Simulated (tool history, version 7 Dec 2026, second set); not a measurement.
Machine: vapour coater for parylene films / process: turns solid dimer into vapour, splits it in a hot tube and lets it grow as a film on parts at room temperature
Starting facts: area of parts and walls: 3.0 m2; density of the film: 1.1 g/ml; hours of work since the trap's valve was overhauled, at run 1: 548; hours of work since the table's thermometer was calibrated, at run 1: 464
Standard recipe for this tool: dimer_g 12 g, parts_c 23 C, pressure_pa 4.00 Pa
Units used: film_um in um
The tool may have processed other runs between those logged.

run   hour  dimer_g  parts_c  pressure_pa  hours of work since the trap's valve was overhauled  hours of work since the table's thermometer was calibrated  film_um
  1    0.0       12       23         4.00                                                  548                                                         464    2.229
      27.1  -- trap's valve overhauled
  2   77.4       12       23         4.00                                                   26                                                         502    2.239
  3  149.7       12       23         4.00                                                   63                                                         539    2.229
  4  188.6       12       23        10.61                                                   83                                                         559    2.135
  5  240.4       12       23        10.61                                                  109                                                         585    2.116
  6  303.8        9       23         4.00                                                  142                                                         618    1.674
  7  341.4       21       25        11.35                                                  161                                                         637    3.533
  8  389.6       21       25        11.35                                                  186                                                         662    3.520
  9  455.7       21       25        11.35                                                  220                                                         696    3.549
 10  505.4       21       25        11.35                                                  246                                                         721    3.548
 11  583.1       21       25        11.35                                                  285                                                         761    3.532
 12  665.0       10       33         3.04                                                  328                                                         803    1.518

Branching from run 12: 4 alternative next runs. What would each branch give?
  A  714.6       10       23         6.34                                                  353                                                         829        ?
  B  714.6        9       18         7.41                                                  353                                                         829        ?
  C  714.6        7       19         2.83                                                  353                                                         829        ?
  D  714.6        7       19        11.62                                                  353                                                         829        ?

run  film_um
  A    1.820
  B    1.815
  C    1.450
  D    1.339
With the hidden condition removed and each run's random variation left untouched, the same runs would have given:
run  film_um
  A    1.822
  B    1.817
  C    1.452
  D    1.340
